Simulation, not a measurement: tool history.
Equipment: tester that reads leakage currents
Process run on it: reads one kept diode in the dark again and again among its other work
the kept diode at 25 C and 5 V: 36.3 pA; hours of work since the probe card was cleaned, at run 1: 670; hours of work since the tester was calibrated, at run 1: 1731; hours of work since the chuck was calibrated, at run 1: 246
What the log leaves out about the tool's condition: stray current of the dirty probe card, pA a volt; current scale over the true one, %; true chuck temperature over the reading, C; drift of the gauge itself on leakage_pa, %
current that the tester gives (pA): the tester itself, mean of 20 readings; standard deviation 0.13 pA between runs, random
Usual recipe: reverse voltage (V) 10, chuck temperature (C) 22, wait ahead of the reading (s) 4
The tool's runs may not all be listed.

run     day  reverse voltage (V)  chuck temperature (C)  wait ahead of the reading (s)  hours of work since the probe card was cleaned  hours of work since the tester was calibrated  hours of work since the chuck was calibrated  current that the tester gives (pA)
  1       0                   10                     22                              4                                             670                                           1731                                           246                               42.27
  2   5.988                 18.2                     22                              4                                             727                                           1789                                           304                               56.11
  3  13.133                   10                     22                              4                                             796                                           1858                                           373                               43.01
  4  17.125                   10                     22                              4                                             835                                           1896                                           411                               43.42
  5  23.383                   10                     22                              4                                             895                                           1956                                           472                               43.94
  6    28.6                 16.7                     22                              4                                             945                                           2007                                           522                               56.34
  7  35.808                 16.7                     22                              4                                            1015                                           2076                                           591                               56.75
  8  43.833                   10                     22                              4                                            1092                                           2154                                           669                               45.43
  9  52.017                  4.7                     22                              4                                            1171                                           2233                                           748                               32.73
 10  57.871                   10                     29                              4                                            1228                                           2289                                           804                               74.93
 11  61.825                   10                     29                              4                                            1266                                           2327                                           842                               75.27
 12   65.55                   10                     29                              4                                            1302                                           2363                                           878                                75.7
     71.529  -- tester calibrated
 13  73.146                   10                     29                              4                                            1374                                             16                                           951                                75.8
     73.862  -- probe card cleaned and baked
 14  78.558                   10                     35                              4                                              45                                             67                                          1002                              116.06

Predict the results of run 15:
 15  84.083                   10                     35                              4                                              99                                            120                                          1055                                   ?

current that the tester gives (pA): 116.18
Without the tool's hidden state the same run would have given current that the tester gives (pA) 100.03.

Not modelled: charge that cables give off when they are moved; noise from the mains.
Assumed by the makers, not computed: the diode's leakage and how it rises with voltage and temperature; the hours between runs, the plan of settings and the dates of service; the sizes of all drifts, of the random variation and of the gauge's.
